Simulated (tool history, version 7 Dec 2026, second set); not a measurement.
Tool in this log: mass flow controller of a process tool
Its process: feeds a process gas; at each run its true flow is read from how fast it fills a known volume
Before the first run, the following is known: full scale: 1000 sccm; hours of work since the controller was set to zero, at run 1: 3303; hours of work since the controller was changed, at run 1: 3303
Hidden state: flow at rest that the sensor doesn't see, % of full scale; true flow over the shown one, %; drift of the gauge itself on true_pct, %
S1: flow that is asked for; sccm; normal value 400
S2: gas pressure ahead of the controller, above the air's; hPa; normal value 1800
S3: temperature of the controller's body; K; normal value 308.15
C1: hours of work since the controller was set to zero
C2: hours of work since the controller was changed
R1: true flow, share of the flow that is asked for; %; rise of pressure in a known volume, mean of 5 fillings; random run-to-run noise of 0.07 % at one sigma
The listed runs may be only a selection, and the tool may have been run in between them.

run 1 hour=0.0 | S1=400 S2=1800 S3=308.15 | C1=3303 C2=3303 | R1=98.72
run 2 hour=173.4 | S1=400 S2=1800 S3=308.15 | C1=3357 C2=3357 | R1=98.74
run 3 hour=364.3 | S1=400 S2=1800 S3=308.15 | C1=3416 C2=3416 | R1=98.51
run 4 hour=575.8 | S1=400 S2=1800 S3=308.15 | C1=3481 C2=3481 | R1=98.33
run 5 hour=715.1 | S1=400 S2=1800 S3=300.15 | C1=3524 C2=3524 | R1=99.24
run 6 hour=845.5 | S1=400 S2=1800 S3=300.15 | C1=3564 C2=3564 | R1=99.03
run 7 hour=983.7 | S1=400 S2=1800 S3=294.15 | C1=3606 C2=3606 | R1=99.64
run 8 hour=1102.6 | S1=100 S2=1800 S3=294.15 | C1=3643 C2=3643 | R1=99.45
run 9 hour=1261.2 | S1=100 S2=1800 S3=294.15 | C1=3691 C2=3691 | R1=99.41
run 10 hour=1465.4 | S1=400 S2=1800 S3=303.15 | C1=3754 C2=3754 | R1=98.32
run 11 hour=1589.6 | S1=400 S2=1800 S3=303.15 | C1=3793 C2=3793 | R1=98.30
run 12 hour=1714.5 | S1=312 S2=1520 S3=293.15 | C1=3831 C2=3831 | R1=99.51
run 13 hour=1979.6 | S1=312 S2=1520 S3=293.15 | C1=3913 C2=3913 | R1=99.28
run 14 hour=2227.2 | S1=312 S2=1520 S3=293.15 | C1=3989 C2=3989 | R1=99.16
run 15 hour=2357.8 | S1=312 S2=1730 S3=297.15 | C1=4029 C2=4029 | R1=98.51
run 16 hour=2468.6 | S1=152 S2=2490 S3=300.15 | C1=4063 C2=4063 | R1=97.50
-- hour=2688.4 gauge calibrated
run 17 hour=2698.2 | S1=152 S2=2490 S3=300.15 | C1=4134 C2=4134 | R1=99.07
run 18 hour=2869.1 | S1=152 S2=2490 S3=300.15 | C1=4186 C2=4186 | R1=99.08
run 19 hour=3007.5 | S1=152 S2=2490 S3=307.15 | C1=4229 C2=4229 | R1=98.19
run 20 hour=3254.2 | S1=152 S2=2490 S3=307.15 | C1=4305 C2=4305 | R1=98.03
run 21 hour=3376.9 | S1=988 S2=2540 S3=299.15 | C1=4342 C2=4342 | R1=99.18
run 22 hour=3557.0 | S1=988 S2=2540 S3=299.15 | C1=4398 C2=4398 | R1=99.02

What would each run have given without the hidden state, its run-to-run variation left as it was?
run=1 R1=98.73
run=2 R1=98.86
run=3 R1=98.75
run=4 R1=98.71
run=5 R1=99.71
run=6 R1=99.59
run=7 R1=100.29
run=8 R1=100.19
run=9 R1=100.26
run=10 R1=99.27
run=11 R1=99.33
run=12 R1=100.64
run=13 R1=100.58
run=14 R1=100.63
run=15 R1=100.06
run=16 R1=99.11
run=17 R1=99.10
run=18 R1=99.22
run=19 R1=98.41
run=20 R1=98.41
run=21 R1=99.63
run=22 R1=99.59
